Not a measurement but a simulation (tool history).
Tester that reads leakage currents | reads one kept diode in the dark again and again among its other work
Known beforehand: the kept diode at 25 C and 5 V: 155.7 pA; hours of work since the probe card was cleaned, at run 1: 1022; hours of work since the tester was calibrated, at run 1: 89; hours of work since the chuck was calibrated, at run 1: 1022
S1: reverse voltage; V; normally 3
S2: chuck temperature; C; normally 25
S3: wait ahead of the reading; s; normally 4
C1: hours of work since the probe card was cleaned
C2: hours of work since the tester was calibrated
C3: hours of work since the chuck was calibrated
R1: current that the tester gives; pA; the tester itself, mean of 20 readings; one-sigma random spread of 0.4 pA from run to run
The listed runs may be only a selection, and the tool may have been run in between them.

run	hour	S1	S2	S3	C1	C2	C3	R1
1	0	3	25	4	1022	89	1022	143
2	59	3	54	4	1065	132	1065	1672.52
3	157.5	3	54	4	1138	205	1138	1671.43
4	255.7	12.38	25	4	1210	277	1210	242.58
5	376.4	12.38	25	4	1299	366	1299	246.67
6	478	3	25	4	1374	441	1374	146.9
7	561.5	3	25	4	1436	503	1436	148.23
8	662.8	3	48	4	1511	578	1511	1064.45
9	750	3	48	4	1575	642	1575	1068.74
10	833.3	3	25	6.93	1636	703	1636	150.16
11	912.6	3	25	0.57	1695	762	1695	153.22
12	973.9	3	25	1.47	1740	807	1740	152.16
# hour 1050.3: chuck's temperature calibrated
13	1052.2	3.58	30	1.47	1796	863	1	225.01
14	1170.9	1.06	25	0.8	1884	951	89	94.11
15	1268.5	5.45	36	4	1956	1023	161	445.79
16	1326.2	5.45	25	4	1998	1065	204	170.75
17	1440.2	4.9	25	0.8	2082	1149	288	167.32
18	1496.4	4.9	25	0.8	2124	1191	329	167.94
19	1565.2	1.57	25	0.39	2175	1242	380	111.99
20	1651.1	11.5	28	0.39	2238	1305	443	310.27
21	1719.3	11.5	28	0.39	2288	1355	493	312.21

What if the next run were any one of these 5? Each begins from the tool's condition after run 21:
A	1770.4	6.76	28	0.39	2326	1393	531	?
B	1770.4	3	25	0.44	2326	1393	531	?
C	1770.4	5.07	26	2.07	2326	1393	531	?
D	1770.4	11.5	45	0.39	2326	1393	531	?
E	1770.4	3	22	4	2326	1393	531	?

run	R1
A	254.01
B	143.89
C	186.1
D	1262.4
E	107.88
With no hidden state in the tool, these same runs would have given:
run	R1
A	234.47
B	134.27
C	171.43
D	1211.77
E	99.09
